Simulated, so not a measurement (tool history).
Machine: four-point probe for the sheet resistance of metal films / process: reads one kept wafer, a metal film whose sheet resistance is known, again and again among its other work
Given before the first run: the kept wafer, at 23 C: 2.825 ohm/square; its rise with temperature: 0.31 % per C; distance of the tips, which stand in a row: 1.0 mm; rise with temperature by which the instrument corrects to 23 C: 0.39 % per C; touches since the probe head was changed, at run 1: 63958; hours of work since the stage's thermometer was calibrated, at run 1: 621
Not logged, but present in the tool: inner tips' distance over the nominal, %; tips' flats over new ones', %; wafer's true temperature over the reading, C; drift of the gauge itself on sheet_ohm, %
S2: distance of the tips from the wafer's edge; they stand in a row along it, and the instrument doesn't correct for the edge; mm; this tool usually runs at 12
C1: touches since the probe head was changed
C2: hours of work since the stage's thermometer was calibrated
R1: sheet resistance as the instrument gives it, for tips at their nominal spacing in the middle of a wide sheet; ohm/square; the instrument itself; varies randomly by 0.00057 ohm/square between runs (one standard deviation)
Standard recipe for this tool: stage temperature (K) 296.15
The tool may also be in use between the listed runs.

Run 1, day 0.000: usual settings; C1 63958; C2 621. Result: R1 2.848408 ohm/square.
Run 2, day 1.154: usual settings; C1 65330; C2 638. Result: R1 2.848356 ohm/square.
Run 3, day 2.329: usual settings; C1 66725; C2 656. Result: R1 2.849531 ohm/square.
Run 4, day 3.625: usual settings; C1 68266; C2 675. Result: R1 2.849539 ohm/square.
Run 5, day 4.917: usual settings; C1 69799; C2 695. Result: R1 2.849412 ohm/square.
Run 6, day 6.179: usual settings; C1 71302; C2 714. Result: R1 2.849705 ohm/square.
Run 7, day 7.054: usual settings but S2 4 mm; C1 72339; C2 727. Result: R1 2.931590 ohm/square.
Run 8, day 8.262: usual settings; C1 73775; C2 745. Result: R1 2.850244 ohm/square.
Run 9, day 9.108: usual settings but S2 13 mm; C1 74785; C2 758. Result: R1 2.849133 ohm/square.
Run 10, day 10.392: usual settings but S2 9 mm; C1 76307; C2 777. Result: R1 2.859246 ohm/square.
Run 11, day 11.246: usual settings; C1 77324; C2 790. Result: R1 2.851381 ohm/square.
Run 12, day 12.429: usual settings but stage temperature (K) 291.15; C1 78728; C2 808. Result: R1 2.862589 ohm/square.
Run 13, day 13.458: usual settings but stage temperature (K) 291.15; C1 79953; C2 823. Result: R1 2.863518 ohm/square.
Run 14, day 14.217: usual settings but stage temperature (K) 297.15; C1 80853; C2 834. Result: R1 2.848984 ohm/square.
Run 15, day 15.517: usual settings; C1 82397; C2 854. Result: R1 2.852002 ohm/square.
Run 16, day 16.242: usual settings; C1 83260; C2 865. Result: R1 2.852372 ohm/square.
Run 17, day 17.017: usual settings but stage temperature (K) 295.15; C1 84178; C2 876. Result: R1 2.853997 ohm/square.
Run 18, day 17.983: usual settings but stage temperature (K) 295.15; C1 85331; C2 891. Result: R1 2.854404 ohm/square.
Run 19, day 18.750: usual settings but stage temperature (K) 295.15; C1 86239; C2 902. Result: R1 2.854152 ohm/square.
Run 20, day 19.442: usual settings but stage temperature (K) 295.15; C1 87061; C2 913. Result: R1 2.855089 ohm/square.
Run 21, day 20.767: usual settings but S2 23 mm; C1 88638; C2 933. Result: R1 2.844877 ohm/square.
Run 22, day 21.496: usual settings; C1 89502; C2 944. Result: R1 2.853272 ohm/square.
Run 23, day 22.658: usual settings but stage temperature (K) 305.15, S2 58 mm; C1 90886; C2 961. Result: R1 2.823702 ohm/square.
Run 24, day 23.550: usual settings but stage temperature (K) 305.15, S2 58 mm; C1 91942; C2 974. Result: R1 2.824741 ohm/square.
Run 25, day 24.746: usual settings but stage temperature (K) 300.15, S2 7 mm; C1 93363; C2 992. Result: R1 2.865099 ohm/square.
At day 24.862: stage's thermometer calibrated.
Run 26, day 25.838: usual settings but stage temperature (K) 295.15, S2 18 mm; C1 94637; C2 15. Result: R1 2.850813 ohm/square.
Run 27, day 27.033: usual settings but stage temperature (K) 292.15, S2 21 mm; C1 96057; C2 33. Result: R1 2.858768 ohm/square.
Run 28, day 27.988: usual settings but stage temperature (K) 304.15, S2 5 mm; C1 97192; C2 47. Result: R1 2.887345 ohm/square.
Run 29, day 28.579: usual settings but stage temperature (K) 304.15, S2 66 mm; C1 97894; C2 56. Result: R1 2.827179 ohm/square.
Run 30, day 29.767: usual settings but stage temperature (K) 304.15, S2 66 mm; C1 99308; C2 74. Result: R1 2.828311 ohm/square.
At day 30.408: stage's thermometer calibrated, once more.
Run 31, day 30.658: usual settings but stage temperature (K) 297.15, S2 3 mm; C1 100340; C2 4. Result: R1 2.999493 ohm/square.
Run 32, day 31.633: usual settings but stage temperature (K) 306.15, S2 28 mm; C1 101500; C2 18. Result: R1 2.822351 ohm/square.
Run 33, day 32.754: usual settings but stage temperature (K) 303.15, S2 16 mm; C1 102831; C2 35. Result: R1 2.832379 ohm/square.
Run 34, day 33.679: usual settings but stage temperature (K) 303.15, S2 23 mm; C1 103931; C2 49. Result: R1 2.830141 ohm/square.
Run 35, day 34.571: usual settings but stage temperature (K) 292.15, S2 3 mm; C1 104990; C2 62. Result: R1 3.012928 ohm/square.
Run 36, day 35.108: usual settings but stage temperature (K) 292.15, S2 3 mm; C1 105628; C2 70. Result: R1 3.013201 ohm/square.
Run 37, day 36.179: usual settings but stage temperature (K) 292.15, S2 3 mm; C1 106905; C2 87. Result: R1 3.012788 ohm/square.
Run 38, day 37.062: usual settings but stage temperature (K) 302.15, S2 3 mm; C1 107953; C2 100. Result: R1 2.989483 ohm/square.
Run 39, day 37.692: usual settings but stage temperature (K) 295.15, S2 41 mm; C1 108700; C2 109. Result: R1 2.847021 ohm/square.
Run 40, day 38.467: usual settings but stage temperature (K) 293.15, S2 63 mm; C1 109621; C2 121. Result: R1 2.851116 ohm/square.
Run 41, day 39.138: usual settings but stage temperature (K) 298.15, S2 9 mm; C1 110417; C2 131. Result: R1 2.859623 ohm/square.
Run 42, day 39.696: usual settings but stage temperature (K) 298.15, S2 9 mm; C1 111081; C2 139. Result: R1 2.858102 ohm/square.
Run 43, day 40.262: usual settings but stage temperature (K) 298.15, S2 9 mm; C1 111755; C2 148. Result: R1 2.857985 ohm/square.
Run 44, day 41.200: usual settings but stage temperature (K) 301.15, S2 37 mm; C1 112868; C2 162. Result: R1 2.834072 ohm/square.

Some steps in R1 between neighbouring runs. How much of each would the tool show without its hidden state too (settings, what came in, random variation), and how much is left for the hidden state, with any gauge scatter that isn't in both results?
Run 25 -> 26: stage temperature (K) 300.15 -> 295.15, S2 7 -> 18, stage's thermometer calibrated. R1 -0.014286 ohm/square: hidden state +0.001154, all else -0.015440.
Run 30 -> 31: stage temperature (K) 304.15 -> 297.15, S2 66 -> 3, stage's thermometer calibrated, once more. R1 +0.171182 ohm/square: hidden state -0.002089, all else +0.173271.
Run 31 -> 32: stage temperature (K) 297.15 -> 306.15, S2 3 -> 28. R1 -0.177142 ohm/square: hidden state -0.000777, all else -0.176365.
Run 34 -> 35: stage temperature (K) 303.15 -> 292.15, S2 23 -> 3. R1 +0.182787 ohm/square: hidden state +0.001265, all else +0.181522.
